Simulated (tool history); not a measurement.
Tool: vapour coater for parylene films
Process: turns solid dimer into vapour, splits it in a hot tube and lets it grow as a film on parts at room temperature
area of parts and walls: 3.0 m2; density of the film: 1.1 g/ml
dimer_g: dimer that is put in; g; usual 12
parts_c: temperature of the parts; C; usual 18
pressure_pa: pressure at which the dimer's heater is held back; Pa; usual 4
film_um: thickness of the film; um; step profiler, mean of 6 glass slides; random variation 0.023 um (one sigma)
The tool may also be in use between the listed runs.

run	hour	dimer_g	parts_c	pressure_pa	film_um
1	0	12	18	4	2.18
2	26.2	12	18	4	2.19
3	52.5	12	18	5.4	2.05
# hour 64.3: trap's valve overhauled
4	84.7	12	17	5.4	2.38
5	112.9	12	28	4	1.57
6	135.7	7	11	3.42	1.9
7	150.2	9	25	7.21	1.14
8	169.7	9	25	7.21	1.21
9	192.4	11	14	4	2.54
10	217.8	11	14	4	2.48

Forecast each of these 5 alternatives for the next run:
A	244.7	11	25	4	?
B	244.7	22	14	4.21	?
C	244.7	10	21	6.58	?
D	244.7	18	10	11.93	?
E	244.7	12	18	3.16	?

run	film_um
A	1.52
B	4.94
C	1.58
D	3.96
E	2.44
Without the tool's hidden state the same runs would have given:
run	film_um
A	1.58
B	5.13
C	1.63
D	4.11
E	2.53

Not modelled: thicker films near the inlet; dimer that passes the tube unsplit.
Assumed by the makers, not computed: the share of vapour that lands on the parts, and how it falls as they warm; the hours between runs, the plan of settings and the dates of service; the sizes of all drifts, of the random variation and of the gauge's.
